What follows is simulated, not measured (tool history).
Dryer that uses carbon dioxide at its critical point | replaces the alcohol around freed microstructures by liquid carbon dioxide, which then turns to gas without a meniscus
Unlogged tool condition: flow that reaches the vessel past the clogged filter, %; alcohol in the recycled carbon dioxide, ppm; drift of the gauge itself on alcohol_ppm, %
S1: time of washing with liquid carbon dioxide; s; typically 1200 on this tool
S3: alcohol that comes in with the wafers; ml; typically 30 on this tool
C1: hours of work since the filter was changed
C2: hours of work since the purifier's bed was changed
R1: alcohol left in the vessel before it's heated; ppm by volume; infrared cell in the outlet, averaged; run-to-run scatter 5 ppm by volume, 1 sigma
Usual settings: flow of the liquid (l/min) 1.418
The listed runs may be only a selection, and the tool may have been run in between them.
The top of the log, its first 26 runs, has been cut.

{"run": 27, "hour": 1083.7, "S1": 900, "flow of the liquid (l/min)": 1.27, "S3": 108, "C1": 20, "C2": 444, "R1": 320}
{"run": 28, "hour": 1117.0, "S1": 1200, "flow of the liquid (l/min)": 1.72, "S3": 104, "C1": 39, "C2": 462, "R1": 62}
{"run": 29, "hour": 1149.9, "S1": 1260, "flow of the liquid (l/min)": 0.93, "S3": 30, "C1": 58, "C2": 481, "R1": 138}
{"run": 30, "hour": 1183.1, "S1": 1260, "flow of the liquid (l/min)": 0.93, "S3": 30, "C1": 76, "C2": 499, "R1": 133}
{"run": 31, "hour": 1220.0, "S1": 1200, "flow of the liquid (l/min)": 1.73, "S3": 88, "C1": 97, "C2": 520, "R1": 70}
{"run": 32, "hour": 1268.0, "S1": 1200, "flow of the liquid (l/min)": 2.15, "S3": 30, "C1": 124, "C2": 547, "R1": 70}
{"run": 33, "hour": 1305.9, "S1": 1440, "flow of the liquid (l/min)": 1.82, "S3": 30, "C1": 145, "C2": 568, "R1": 74}
{"run": 34, "hour": 1343.3, "S1": 1200, "flow of the liquid (l/min)": 1.418, "S3": 47, "C1": 166, "C2": 589, "R1": 93}
{"run": 35, "hour": 1381.0, "S1": 780, "flow of the liquid (l/min)": 0.89, "S3": 30, "C1": 187, "C2": 610, "R1": 608}
{"run": 36, "hour": 1432.5, "S1": 780, "flow of the liquid (l/min)": 0.89, "S3": 30, "C1": 215, "C2": 639, "R1": 653}
{"run": 37, "hour": 1489.9, "S1": 1200, "flow of the liquid (l/min)": 0.88, "S3": 31, "C1": 248, "C2": 671, "R1": 232}
{"run": 38, "hour": 1515.3, "S1": 1200, "flow of the liquid (l/min)": 0.88, "S3": 31, "C1": 262, "C2": 685, "R1": 240}
{"run": 39, "hour": 1560.8, "S1": 1200, "flow of the liquid (l/min)": 1.32, "S3": 52, "C1": 287, "C2": 710, "R1": 133}
{"hour": 1575.5, "done": "inlet filter changed"}
{"run": 40, "hour": 1608.7, "S1": 1560, "flow of the liquid (l/min)": 0.88, "S3": 26, "C1": 19, "C2": 737, "R1": 119}
{"run": 41, "hour": 1657.8, "S1": 1200, "flow of the liquid (l/min)": 1.67, "S3": 80, "C1": 46, "C2": 764, "R1": 92}
{"run": 42, "hour": 1706.6, "S1": 1200, "flow of the liquid (l/min)": 1.67, "S3": 80, "C1": 73, "C2": 791, "R1": 107}
{"run": 43, "hour": 1746.5, "S1": 1200, "flow of the liquid (l/min)": 1.67, "S3": 80, "C1": 96, "C2": 814, "R1": 102}

Forecast each of these 5 alternatives for the next run:
{"run": "A", "hour": 1790.2, "S1": 1380, "flow of the liquid (l/min)": 1.67, "S3": 30, "C1": 120, "C2": 838, "R1": "?"}
{"run": "B", "hour": 1790.2, "S1": 1260, "flow of the liquid (l/min)": 1.86, "S3": 29, "C1": 120, "C2": 838, "R1": "?"}
{"run": "C", "hour": 1790.2, "S1": 780, "flow of the liquid (l/min)": 1.82, "S3": 74, "C1": 120, "C2": 838, "R1": "?"}
{"run": "D", "hour": 1790.2, "S1": 1200, "flow of the liquid (l/min)": 1.67, "S3": 80, "C1": 120, "C2": 838, "R1": "?"}
{"run": "E", "hour": 1790.2, "S1": 780, "flow of the liquid (l/min)": 1.84, "S3": 74, "C1": 120, "C2": 838, "R1": "?"}

run=A R1=105
run=B R1=102
run=C R1=167
run=D R1=103
run=E R1=162
Stripped of hidden state, with their random variation kept, the same runs would have yielded:
run=A R1=7
run=B R1=5
run=C R1=55
run=D R1=4
run=E R1=52
